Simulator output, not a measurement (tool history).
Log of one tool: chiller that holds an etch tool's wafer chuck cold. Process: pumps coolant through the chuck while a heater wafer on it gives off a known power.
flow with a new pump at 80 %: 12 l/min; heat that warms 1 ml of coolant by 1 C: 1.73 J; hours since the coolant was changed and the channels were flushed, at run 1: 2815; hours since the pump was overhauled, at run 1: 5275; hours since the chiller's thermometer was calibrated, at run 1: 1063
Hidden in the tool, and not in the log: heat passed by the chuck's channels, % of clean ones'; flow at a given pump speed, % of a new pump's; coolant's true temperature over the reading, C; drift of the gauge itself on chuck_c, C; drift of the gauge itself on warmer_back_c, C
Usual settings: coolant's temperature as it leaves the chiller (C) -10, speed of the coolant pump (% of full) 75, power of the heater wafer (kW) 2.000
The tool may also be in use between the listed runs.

run      day  coolant's temperature as it leaves the chiller (C)  speed of the coolant pump (% of full)  power of the heater wafer (kW)  hours since the coolant was changed and the channels were flushed  hours since the pump was overhauled  hours since the chiller's thermometer was calibrated  chuck's temperature once it has settled (C)  how much warmer the coolant comes back (C)
  1    0.000                                                 -10                                     75                           2.000                                                               2815                                 5275                                                  1063                                         25.0                                        6.97
  2    4.221                                                 -10                                     75                           2.000                                                               2916                                 5377                                                  1164                                         25.2                                        7.03
  3   10.012                                                  -2                                     75                           2.000                                                               3055                                 5516                                                  1303                                         33.8                                        7.10
  4   15.400                                                  -2                                     75                           2.000                                                               3184                                 5645                                                  1432                                         34.3                                        7.07
  5   20.592                                                  -2                                     75                           2.000                                                               3309                                 5770                                                  1557                                         34.9                                        7.10
  6   24.108                                                  -2                                     75                           2.000                                                               3393                                 5854                                                  1641                                         35.1                                        7.10
  7   31.004                                                 -10                                     75                           1.459                                                               3559                                 6020                                                  1807                                         17.7                                        5.24
      32.046  -- coolant pump overhauled
  8   39.404                                                 -10                                     75                           1.459                                                               3756                                  177                                                  2003                                         19.3                                        5.53
  9   46.200                                                 -10                                     75                           2.000                                                               3919                                  340                                                  2166                                         31.0                                        7.49
 10   50.067                                                 -10                                     75                           2.000                                                               4011                                  432                                                  2259                                         31.3                                        7.54
      52.558  -- coolant pump overhauled, once more
      56.538  -- coolant changed, channels flushed
 11   57.138                                                 -10                                     75                           2.000                                                                 14                                  104                                                  2418                                         15.2                                        6.18
 12   65.608                                                 -10                                     75                           2.000                                                                218                                  307                                                  2621                                         15.6                                        6.18
 13   72.421                                                 -10                                     75                           2.000                                                                381                                  471                                                  2785                                         15.9                                        6.22
 14   77.133                                                 -10                                     75                           2.000                                                                494                                  584                                                  2898                                         16.2                                        6.23
 15   81.546                                                 -10                                     75                           2.000                                                                600                                  690                                                  3004                                         16.3                                        6.27
 16   86.612                                                 -10                                     75                           2.000                                                                722                                  811                                                  3125                                         16.6                                        6.29
 17   91.350                                                 -10                                     75                           2.000                                                                835                                  925                                                  3239                                         17.0                                        6.34
 18   99.638                                                 -10                                     75                           2.000                                                               1034                                 1124                                                  3438                                         17.5                                        6.34
 19  106.900                                                 -13                                     89                           2.136                                                               1209                                 1298                                                  3612                                         12.3                                        5.63
 20  113.775                                                  -9                                     69                           1.095                                                               1374                                 1463                                                  3777                                          7.7                                        3.77
 21  118.938                                                 -16                                     75                           1.684                                                               1498                                 1587                                                  3901                                          8.1                                        5.37
 22  125.275                                                 -16                                     75                           1.684                                                               1650                                 1739                                                  4053                                          8.4                                        5.45
 23  131.458                                                  -9                                     65                           1.355                                                               1798                                 1888                                                  4202                                         13.9                                        5.04
 24  137.662                                                 -17                                     94                           1.355                                                               1947                                 2037                                                  4350                                         -0.4                                        3.44
 25  142.667                                                 -16                                     89                           2.638                                                               2067                                 2157                                                  4471                                         17.5                                        7.12
 26  148.117                                                 -10                                     92                           2.000                                                               2198                                 2287                                                  4601                                         15.2                                        5.16
 27  156.554                                                   0                                     98                           1.807                                                               2400                                 2490                                                  4804                                         21.9                                        4.43
 28  161.462                                                   0                                     98                           1.807                                                               2518                                 2608                                                  4922                                         22.1                                        4.44
     164.721  -- chiller's thermometer calibrated
 29  169.383                                                 -10                                     75                           1.329                                                               2707                                 2797                                                   112                                         10.6                                        4.35
 30  177.262                                                 -10                                     75                           2.278                                                               2896                                 2986                                                   301                                         26.1                                        7.51
 31  182.292                                                 -11                                     86                           1.329                                                               3017                                 3107                                                   422                                          7.7                                        3.77
 32  188.858                                                  -1                                     80                           2.115                                                               3175                                 3264                                                   579                                         31.3                                        6.48
 33  192.767                                                  -1                                     80                           2.115                                                               3269                                 3358                                                   673                                         31.7                                        6.52

The same runs without the tool's hidden state, with the same run-to-run variation:
run  chuck's temperature once it has settled (C)  how much warmer the coolant comes back (C)
  1                                         14.9                                        6.14
  2                                         14.6                                        6.19
  3                                         22.8                                        6.23
  4                                         22.8                                        6.18
  5                                         22.9                                        6.20
  6                                         22.7                                        6.18
  7                                          8.2                                        4.55
  8                                          8.0                                        4.57
  9                                         14.9                                        6.14
 10                                         14.8                                        6.18
 11                                         14.8                                        6.20
 12                                         14.9                                        6.17
 13                                         14.8                                        6.20
 14                                         14.8                                        6.19
 15                                         14.7                                        6.21
 16                                         14.8                                        6.22
 17                                         14.9                                        6.25
 18                                         14.9                                        6.23
 19                                          9.5                                        5.51
 20                                          5.5                                        3.68
 21                                          4.9                                        5.22
 22                                          4.9                                        5.28
 23                                         10.3                                        4.87
 24                                         -3.4                                        3.31
 25                                         11.8                                        6.83
 26                                         10.5                                        4.94
 27                                         17.4                                        4.22
 28                                         17.4                                        4.22
 29                                          6.5                                        4.12
 30                                         18.4                                        7.08
 31                                          3.5                                        3.54
 32                                         23.6                                        6.07
 33                                         23.8                                        6.10
